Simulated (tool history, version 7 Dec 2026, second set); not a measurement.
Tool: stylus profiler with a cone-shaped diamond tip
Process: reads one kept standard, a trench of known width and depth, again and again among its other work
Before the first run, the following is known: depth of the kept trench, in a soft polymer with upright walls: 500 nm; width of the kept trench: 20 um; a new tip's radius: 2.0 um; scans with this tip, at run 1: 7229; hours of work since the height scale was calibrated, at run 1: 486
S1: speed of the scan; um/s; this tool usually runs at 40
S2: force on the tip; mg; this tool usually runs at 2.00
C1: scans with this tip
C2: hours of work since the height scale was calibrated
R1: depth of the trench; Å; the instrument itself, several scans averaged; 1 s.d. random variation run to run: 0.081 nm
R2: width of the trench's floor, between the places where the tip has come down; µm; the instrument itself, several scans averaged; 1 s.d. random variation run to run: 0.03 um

Run 1, day 0.000: usual settings; C1 7229; C2 486. Result: R1 5066.1 Å, R2 15.61 µm.
Run 2, day 1.350: usual settings; C1 7539; C2 507. Result: R1 5068.6 Å, R2 15.52 µm.
Run 3, day 2.962: usual settings; C1 7909; C2 531. Result: R1 5067.1 Å, R2 15.50 µm.
At day 5.158: new tip fitted, height scale calibrated.
Run 4, day 5.725: usual settings but S1 14 um/s; C1 130; C2 9. Result: R1 5072.5 Å, R2 17.24 µm.
Run 5, day 8.033: usual settings but S1 14 um/s; C1 661; C2 44. Result: R1 5071.8 Å, R2 17.08 µm.
Run 6, day 10.521: usual settings but S1 14 um/s; C1 1231; C2 83. Result: R1 5072.6 Å, R2 16.96 µm.
Run 7, day 12.254: usual settings but S1 14 um/s; C1 1629; C2 109. Result: R1 5071.2 Å, R2 16.86 µm.
Run 8, day 15.200: usual settings but S1 14 um/s; C1 2305; C2 155. Result: R1 5071.0 Å, R2 16.64 µm.
Run 9, day 16.908: usual settings but S1 19 um/s, S2 1.34 mg; C1 2698; C2 181. Result: R1 5053.1 Å, R2 16.50 µm.
Run 10, day 18.908: usual settings but S1 19 um/s, S2 1.38 mg; C1 3157; C2 212. Result: R1 5054.6 Å, R2 16.49 µm.
Run 11, day 21.254: usual settings but S1 118 um/s, S2 0.96 mg; C1 3695; C2 248. Result: R1 5041.2 Å, R2 15.70 µm.

Forecast run 12:
Run 12, day 23.038: usual settings but S1 44 um/s, S2 2.59 mg; C1 4105; C2 276. Result: R1 ?, R2 ?.

{"run 12": {"R1": 5082.7, "R2": 16.16}}
Without the tool's hidden state the same run would have given R1 5086.7 Å, R2 17.21 µm.

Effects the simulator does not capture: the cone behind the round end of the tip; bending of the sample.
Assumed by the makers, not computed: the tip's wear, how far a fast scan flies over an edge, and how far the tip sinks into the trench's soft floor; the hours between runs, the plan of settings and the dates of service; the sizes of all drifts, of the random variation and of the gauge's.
